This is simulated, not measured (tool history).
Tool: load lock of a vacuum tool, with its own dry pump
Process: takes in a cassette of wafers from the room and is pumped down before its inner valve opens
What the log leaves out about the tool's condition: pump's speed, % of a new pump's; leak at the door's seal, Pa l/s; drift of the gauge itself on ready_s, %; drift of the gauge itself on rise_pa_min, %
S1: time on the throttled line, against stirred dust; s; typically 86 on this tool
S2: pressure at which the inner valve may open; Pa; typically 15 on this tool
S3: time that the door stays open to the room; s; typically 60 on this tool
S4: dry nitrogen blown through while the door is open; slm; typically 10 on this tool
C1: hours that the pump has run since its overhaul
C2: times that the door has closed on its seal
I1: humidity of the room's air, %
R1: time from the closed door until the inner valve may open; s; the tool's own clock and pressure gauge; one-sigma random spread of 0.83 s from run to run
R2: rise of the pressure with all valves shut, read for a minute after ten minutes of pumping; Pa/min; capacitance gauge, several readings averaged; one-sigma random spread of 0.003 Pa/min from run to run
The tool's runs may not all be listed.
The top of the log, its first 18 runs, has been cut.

run	hour	S1	S2	S3	S4	C1	C2	I1	R1	R2
19	8501.1	77	10	114	10	4833	34575	49.0	126.4	0.548
20	8771.3	77	10	114	4	5103	35194	43.3	125.7	0.554
21	9225.5	77	10	114	4	5557	36235	42.4	127.4	0.583
22	9821.4	77	10	206	4	6153	37600	43.9	127.0	0.612
23	10471.6	72	10	206	16	6803	39089	40.9	121.6	0.643
24	11005.0	72	10	27	5	7336	40311	46.4	124.9	0.669
25	11336.3	114	10	27	21	7668	41070	44.9	158.4	0.678
26	11690.6	114	10	27	21	8022	41882	46.3	159.3	0.697
27	12261.1	54	12	27	21	8593	43189	43.3	109.6	0.733
# hour 12363.4: door's seal changed, seat wiped
28	12855.3	95	20	30	5	9185	1126	44.0	139.2	0.034
29	13503.8	124	10	59	23	9834	2612	40.7	166.1	0.036
30	14068.3	105	15	91	10	10398	3905	44.8	147.4	0.056

Run 31 has not been measured yet. What should we expect?
31	14463.8	170	21	56	9	10794	4811	43.2	?	?

Run 31 yielded R1 201.9 s, R2 0.052 Pa/min.
The same run, on a tool lacking any hidden state, would have yielded R1 198.0 s, R2 0.021 Pa/min.
